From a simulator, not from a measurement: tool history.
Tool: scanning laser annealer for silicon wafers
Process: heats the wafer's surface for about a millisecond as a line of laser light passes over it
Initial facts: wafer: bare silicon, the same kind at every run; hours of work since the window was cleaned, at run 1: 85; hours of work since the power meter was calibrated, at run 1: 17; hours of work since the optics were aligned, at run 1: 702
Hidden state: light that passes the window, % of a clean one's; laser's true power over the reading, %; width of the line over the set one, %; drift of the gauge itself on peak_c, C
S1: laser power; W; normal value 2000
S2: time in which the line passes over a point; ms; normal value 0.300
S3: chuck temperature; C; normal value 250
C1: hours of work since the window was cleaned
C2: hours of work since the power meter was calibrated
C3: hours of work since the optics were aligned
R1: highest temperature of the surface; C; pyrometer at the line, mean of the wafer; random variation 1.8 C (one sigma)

run 1 hour=0.0 | S1=2000 S2=0.300 S3=250 | C1=85 C2=17 C3=702 | R1=1014
run 2 hour=14.5 | S1=2000 S2=0.300 S3=252 | C1=96 C2=28 C3=714 | R1=1012
run 3 hour=34.2 | S1=2000 S2=0.333 S3=250 | C1=111 C2=43 C3=729 | R1=1049
run 4 hour=47.1 | S1=2000 S2=0.333 S3=250 | C1=121 C2=53 C3=739 | R1=1046
run 5 hour=62.4 | S1=2000 S2=0.333 S3=250 | C1=133 C2=65 C3=750 | R1=1046
run 6 hour=72.7 | S1=2183 S2=0.300 S3=250 | C1=141 C2=73 C3=758 | R1=1086
run 7 hour=89.4 | S1=2000 S2=0.300 S3=250 | C1=154 C2=86 C3=771 | R1=1011
run 8 hour=104.1 | S1=1841 S2=0.300 S3=250 | C1=165 C2=97 C3=783 | R1=938
run 9 hour=121.4 | S1=1841 S2=0.300 S3=250 | C1=178 C2=110 C3=796 | R1=941
run 10 hour=141.1 | S1=2000 S2=0.300 S3=250 | C1=194 C2=125 C3=811 | R1=1006
run 11 hour=150.5 | S1=2000 S2=0.300 S3=250 | C1=201 C2=133 C3=818 | R1=1003
run 12 hour=165.0 | S1=2000 S2=0.300 S3=250 | C1=212 C2=144 C3=830 | R1=999
run 13 hour=179.4 | S1=2000 S2=0.368 S3=250 | C1=223 C2=155 C3=841 | R1=1075
run 14 hour=189.8 | S1=2000 S2=0.368 S3=250 | C1=231 C2=163 C3=849 | R1=1076
run 15 hour=207.9 | S1=2000 S2=0.300 S3=250 | C1=245 C2=177 C3=863 | R1=1001
run 16 hour=216.3 | S1=2000 S2=0.300 S3=250 | C1=252 C2=183 C3=869 | R1=998
run 17 hour=228.9 | S1=2000 S2=0.300 S3=250 | C1=261 C2=193 C3=879 | R1=999
run 18 hour=246.6 | S1=2000 S2=0.300 S3=250 | C1=275 C2=207 C3=892 | R1=994
run 19 hour=257.6 | S1=2000 S2=0.300 S3=250 | C1=283 C2=215 C3=901 | R1=998
run 20 hour=276.5 | S1=2000 S2=0.300 S3=250 | C1=298 C2=230 C3=915 | R1=992
run 21 hour=288.8 | S1=2000 S2=0.300 S3=214 | C1=307 C2=239 C3=925 | R1=957
run 22 hour=297.1 | S1=1774 S2=0.223 S3=250 | C1=314 C2=246 C3=931 | R1=818
run 23 hour=315.8 | S1=1774 S2=0.364 S3=250 | C1=328 C2=260 C3=946 | R1=965
-- hour=334.1 optics aligned, line set to its width
run 24 hour=340.4 | S1=1845 S2=0.221 S3=250 | C1=343 C2=275 C3=5 | R1=840
-- hour=344.0 window over the wafer cleaned
run 25 hour=352.4 | S1=1845 S2=0.221 S3=250 | C1=6 C2=283 C3=13 | R1=834
run 26 hour=372.0 | S1=1994 S2=0.262 S3=224 | C1=22 C2=298 C3=28 | R1=912
run 27 hour=381.1 | S1=2000 S2=0.362 S3=220 | C1=29 C2=305 C3=35 | R1=1022
run 28 hour=399.1 | S1=2000 S2=0.310 S3=242 | C1=42 C2=319 C3=49 | R1=988
run 29 hour=413.0 | S1=2000 S2=0.310 S3=242 | C1=53 C2=330 C3=59 | R1=986
-- hour=416.9 window over the wafer cleaned, once more
run 30 hour=426.8 | S1=1755 S2=0.228 S3=273 | C1=8 C2=339 C3=68 | R1=865
run 31 hour=440.6 | S1=1755 S2=0.228 S3=273 | C1=18 C2=349 C3=79 | R1=864
run 32 hour=455.2 | S1=2000 S2=0.282 S3=250 | C1=30 C2=361 C3=90 | R1=1002
run 33 hour=464.6 | S1=1900 S2=0.300 S3=250 | C1=37 C2=368 C3=97 | R1=983
run 34 hour=480.7 | S1=1910 S2=0.236 S3=250 | C1=49 C2=380 C3=110 | R1=904

What does the tool deliver on the next run?
run 35 hour=495.8 | S1=2000 S2=0.254 S3=274 | C1=61 C2=392 C3=122 | R1=?

{"run 35": {"R1": 988}}
With no hidden state in the tool, this same run would have given R1 991 C.
